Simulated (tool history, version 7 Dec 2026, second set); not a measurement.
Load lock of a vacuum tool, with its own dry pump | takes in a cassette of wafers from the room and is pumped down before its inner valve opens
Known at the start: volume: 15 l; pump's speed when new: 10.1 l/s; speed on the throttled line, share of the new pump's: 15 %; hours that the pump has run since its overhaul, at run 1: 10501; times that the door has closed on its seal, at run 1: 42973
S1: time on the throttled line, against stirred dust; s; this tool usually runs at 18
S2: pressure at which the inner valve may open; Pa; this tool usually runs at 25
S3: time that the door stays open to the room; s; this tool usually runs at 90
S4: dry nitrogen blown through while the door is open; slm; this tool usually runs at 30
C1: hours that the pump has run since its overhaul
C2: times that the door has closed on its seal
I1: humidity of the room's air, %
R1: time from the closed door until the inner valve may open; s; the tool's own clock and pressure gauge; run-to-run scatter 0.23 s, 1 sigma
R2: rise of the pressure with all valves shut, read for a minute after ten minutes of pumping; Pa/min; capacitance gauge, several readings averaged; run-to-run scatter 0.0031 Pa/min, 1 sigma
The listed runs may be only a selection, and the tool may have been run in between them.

| run | day | S1 | S2 | S3 | S4 | C1 | C2 | I1 | R1 | R2 |
|---|---|---|---|---|---|---|---|---|---|---|
| 1 | 0.000 | 18 | 25 | 90 | 30 | 10501 | 42973 | 45.3 | 29.1 | 0.336 |
| 2 | 11.079 | 18 | 20 | 90 | 30 | 10767 | 43992 | 44.5 | 30.3 | 0.335 |
| 3 | 18.942 | 18 | 20 | 90 | 30 | 10956 | 44715 | 44.5 | 30.2 | 0.336 |
| 4 | 23.838 | 18 | 20 | 90 | 30 | 11073 | 45165 | 43.2 | 30.1 | 0.332 |
| 5 | 34.608 | 18 | 20 | 90 | 30 | 11332 | 46156 | 44.4 | 30.5 | 0.347 |
| 6 | 45.188 | 18 | 25 | 90 | 30 | 11586 | 47129 | 43.5 | 30.0 | 0.366 |
| 7 | 55.904 | 18 | 25 | 90 | 30 | 11843 | 48114 | 45.2 | 29.8 | 0.375 |
| 8 | 63.029 | 18 | 25 | 43 | 30 | 12014 | 48769 | 44.9 | 29.9 | 0.346 |
| 9 | 69.246 | 12 | 25 | 90 | 30 | 12163 | 49341 | 43.4 | 25.2 | 0.384 |
| 10 | 80.054 | 12 | 25 | 90 | 30 | 12422 | 50335 | 45.1 | 25.2 | 0.388 |
| 11 | 88.104 | 18 | 25 | 90 | 30 | 12616 | 51076 | 42.8 | 29.9 | 0.393 |
| 12 | 93.504 | 18 | 25 | 90 | 30 | 12745 | 51572 | 45.7 | 29.7 | 0.405 |
| 13 | 101.371 | 18 | 25 | 90 | 30 | 12934 | 52296 | 49.5 | 30.3 | 0.407 |
| 14 | 107.083 | 18 | 25 | 90 | 30 | 13071 | 52821 | 42.3 | 30.2 | 0.408 |
| 15 | 114.688 | 18 | 25 | 90 | 30 | 13254 | 53521 | 48.8 | 30.2 | 0.428 |
| 16 | 125.079 | 18 | 25 | 90 | 30 | 13503 | 54476 | 44.4 | 30.1 | 0.433 |
| 17 | 133.612 | 18 | 25 | 90 | 30 | 13708 | 55261 | 46.0 | 30.0 | 0.441 |
| 18 | 140.167 | 18 | 25 | 90 | 30 | 13865 | 55864 | 44.9 | 30.3 | 0.453 |
| 19 | 149.829 | 18 | 25 | 58 | 30 | 14097 | 56752 | 46.0 | 30.3 | 0.436 |
| 20 | 156.233 | 19 | 39 | 90 | 30 | 14251 | 57341 | 43.3 | 30.3 | 0.449 |
| 21 | 167.208 | 19 | 39 | 90 | 30 | 14514 | 58351 | 45.4 | 30.3 | 0.470 |
| 22 | 175.438 | 19 | 39 | 90 | 30 | 14712 | 59107 | 49.3 | 30.4 | 0.479 |
| 23 | 183.450 | 18 | 25 | 147 | 30 | 14904 | 59845 | 47.1 | 30.6 | 0.515 |
|  | 186.304 | dry pump taken out, an overhauled one fitted |
| 24 | 189.692 | 18 | 25 | 147 | 30 | 81 | 60395 | 44.5 | 27.6 | 0.512 |
| 25 | 199.521 | 11 | 33 | 147 | 30 | 317 | 61300 | 46.2 | 21.3 | 0.533 |
| 26 | 206.638 | 18 | 37 | 161 | 6 | 488 | 61954 | 44.5 | 27.3 | 0.602 |
| 27 | 216.046 | 26 | 25 | 168 | 15 | 714 | 62819 | 43.2 | 34.6 | 0.588 |
| 28 | 227.067 | 26 | 25 | 168 | 15 | 978 | 63833 | 45.3 | 34.4 | 0.609 |
| 29 | 235.771 | 26 | 25 | 168 | 15 | 1187 | 64634 | 42.3 | 34.5 | 0.606 |
| 30 | 241.054 | 18 | 25 | 41 | 15 | 1314 | 65120 | 43.6 | 27.8 | 0.515 |
| 31 | 248.671 | 20 | 25 | 66 | 30 | 1497 | 65820 | 45.1 | 29.3 | 0.529 |
| 32 | 258.221 | 20 | 25 | 66 | 30 | 1726 | 66698 | 45.4 | 29.7 | 0.542 |
| 33 | 263.612 | 18 | 25 | 117 | 30 | 1855 | 67194 | 44.6 | 28.4 | 0.566 |
| 34 | 268.804 | 18 | 25 | 65 | 16 | 1980 | 67671 | 43.7 | 28.0 | 0.565 |
| 35 | 280.258 | 18 | 25 | 65 | 16 | 2255 | 68725 | 50.0 | 28.0 | 0.592 |
| 36 | 290.333 | 25 | 25 | 109 | 6 | 2497 | 69652 | 44.8 | 34.1 | 0.654 |
| 37 | 297.896 | 18 | 23 | 28 | 38 | 2678 | 70347 | 44.5 | 28.1 | 0.546 |

What would each run have given without the hidden state, its run-to-run variation left as it was?
The tool's hidden condition here consists of: pump's speed, % of a new pump's; leak at the door's seal, Pa l/s; drift of the gauge itself on ready_s, %; drift of the gauge itself on rise_pa_min, %.
| run | R1 | R2 |
|---|---|---|
| 1 | 27.1 | 0.088 |
| 2 | 28.2 | 0.080 |
| 3 | 28.0 | 0.077 |
| 4 | 28.0 | 0.076 |
| 5 | 28.3 | 0.080 |
| 6 | 27.9 | 0.085 |
| 7 | 27.5 | 0.088 |
| 8 | 27.6 | 0.054 |
| 9 | 22.7 | 0.086 |
| 10 | 22.6 | 0.086 |
| 11 | 27.5 | 0.085 |
| 12 | 27.3 | 0.088 |
| 13 | 27.8 | 0.088 |
| 14 | 27.7 | 0.079 |
| 15 | 27.7 | 0.092 |
| 16 | 27.5 | 0.089 |
| 17 | 27.3 | 0.087 |
| 18 | 27.6 | 0.088 |
| 19 | 27.5 | 0.069 |
| 20 | 27.7 | 0.076 |
| 21 | 27.6 | 0.092 |
| 22 | 27.7 | 0.092 |
| 23 | 27.6 | 0.122 |
| 24 | 27.5 | 0.111 |
| 25 | 21.2 | 0.118 |
| 26 | 27.1 | 0.192 |
| 27 | 34.4 | 0.159 |
| 28 | 34.2 | 0.170 |
| 29 | 34.3 | 0.161 |
| 30 | 27.5 | 0.068 |
| 31 | 29.0 | 0.073 |
| 32 | 29.4 | 0.072 |
| 33 | 28.0 | 0.100 |
| 34 | 27.5 | 0.085 |
| 35 | 27.5 | 0.097 |
| 36 | 33.7 | 0.154 |
| 37 | 27.6 | 0.039 |
